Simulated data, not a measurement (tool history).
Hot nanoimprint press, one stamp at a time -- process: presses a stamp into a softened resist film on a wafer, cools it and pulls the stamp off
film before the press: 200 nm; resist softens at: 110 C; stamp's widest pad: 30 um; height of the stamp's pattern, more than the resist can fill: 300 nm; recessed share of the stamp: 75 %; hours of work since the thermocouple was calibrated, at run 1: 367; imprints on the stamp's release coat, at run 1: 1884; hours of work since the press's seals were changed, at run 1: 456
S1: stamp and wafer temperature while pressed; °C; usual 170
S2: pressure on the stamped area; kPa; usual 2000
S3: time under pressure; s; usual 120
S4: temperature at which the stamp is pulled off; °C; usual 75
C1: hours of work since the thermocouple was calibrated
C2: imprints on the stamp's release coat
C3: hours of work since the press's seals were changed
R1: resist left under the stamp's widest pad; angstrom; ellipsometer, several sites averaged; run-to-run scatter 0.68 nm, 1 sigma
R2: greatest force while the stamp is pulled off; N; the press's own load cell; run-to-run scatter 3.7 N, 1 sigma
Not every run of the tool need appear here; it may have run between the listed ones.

run,hour,S1,S2,S3,S4,C1,C2,C3,R1,R2
1,0,170,2000,120,75,367,1884,456,1201,180
2,42.4,170,2000,120,75,398,2015,488,1202,185
# hour 110.3: plate thermocouple calibrated
3,117.4,170,2000,120,75,5,2237,542,1209,181
# hour 154.1: stamp cleaned and given a new release coat
# hour 169: press's hydraulic seals changed and the load cell set to zero
4,192,162,2000,120,75,51,92,17,1610,176
5,249.1,162,2000,120,75,93,268,60,1610,179
6,298.7,162,2000,120,75,130,421,97,1607,178
7,354,162,2000,120,75,171,591,138,1619,176
8,396.7,162,2000,120,75,203,723,170,1616,175
9,467,170,2000,183,75,256,939,222,1057,173
10,535.2,170,2000,183,75,307,1149,273,1057,180
11,581.5,170,2000,183,75,341,1292,308,1046,183
12,624,170,2000,183,75,373,1423,340,1047,179
13,654.9,161,2000,183,75,396,1518,363,1545,179
# hour 723.2: plate thermocouple calibrated
14,727.6,161,2000,183,75,3,1733,415,1547,177
15,776.8,161,2000,183,75,40,1885,451,1552,179
16,837.8,171,2310,207,68,86,2073,497,900,208
17,885.1,159,2650,237,66,121,2218,532,1468,215
18,915.8,167,2000,104,70,144,2313,555,1416,198
# hour 927: stamp cleaned and given a new release coat
# hour 947.6: press's hydraulic seals changed and the load cell set to zero
19,963,167,2000,240,83,169,87,12,1126,141
20,1026,167,2000,179,64,216,281,59,1219,227
21,1067.5,170,2000,120,71,247,409,90,1214,193
22,1116,170,2000,120,62,283,558,126,1211,230
23,1154.3,170,2000,120,62,311,676,154,1233,228
24,1192.6,170,2000,120,62,340,794,183,1223,237
25,1265.7,170,2680,120,62,395,1019,238,1081,233
# hour 1335.9: plate thermocouple calibrated
26,1339.5,170,2680,120,62,3,1237,290,1085,225
27,1413,161,1710,143,81,58,1464,345,1703,150
28,1471.5,161,1710,143,81,101,1644,389,1696,155
29,1514.8,163,1710,143,64,134,1778,421,1602,231
30,1564.7,170,2000,164,75,171,1932,458,1113,178

Describe how what the log doesn't record of the tool's condition differs between the last listed run preceding each entry between runs and the first listed run following it.
Between runs 2 and 3: plate thermocouple calibrated (hour 110.3)
  true temperature over the reading, C: -0.04 -> 0; pressure that arrives at the usual setting, %: 99.87 -> 99.86; grip of the stamp's worn release coat, % over a new coat's: 1.3 -> 1.4; drift of the gauge itself on residual_nm, %: 0.07 -> 0.18
  measured minus no-state result, R1: +4 -> +3 angstrom
Between runs 3 and 4: stamp cleaned and given a new release coat (hour 154.1); press's hydraulic seals changed and the load cell set to zero (hour 169)
  true temperature over the reading, C: 0 -> -0.01; pressure that arrives at the usual setting, %: 99.86 -> 99.99; grip of the stamp's worn release coat, % over a new coat's: 1.4 -> 0.1; drift of the gauge itself on residual_nm, %: 0.18 -> 0.27
  measured minus no-state result, R1: +3 -> +4 angstrom
Between runs 13 and 14: plate thermocouple calibrated (hour 723.2)
  true temperature over the reading, C: -0.04 -> 0; pressure that arrives at the usual setting, %: 99.92 -> 99.9; grip of the stamp's worn release coat, % over a new coat's: 0.9 -> 1.1; drift of the gauge itself on residual_nm, %: 1 -> 1.11
  measured minus no-state result, R1: +17 -> +17 angstrom
Between runs 18 and 19: stamp cleaned and given a new release coat (hour 927); press's hydraulic seals changed and the load cell set to zero (hour 947.6)
  pressure that arrives at the usual setting, %: 99.87 -> 100; grip of the stamp's worn release coat, % over a new coat's: 1.5 -> 0.1; drift of the gauge itself on residual_nm, %: 1.41 -> 1.46
  measured minus no-state result, R1: +21 -> +17 angstrom
Between runs 25 and 26: plate thermocouple calibrated (hour 1335.9)
  true temperature over the reading, C: -0.04 -> 0; pressure that arrives at the usual setting, %: 99.95 -> 99.94; grip of the stamp's worn release coat, % over a new coat's: 0.6 -> 0.8; drift of the gauge itself on residual_nm, %: 1.93 -> 2.05
  measured minus no-state result, R1: +22 -> +22 angstrom
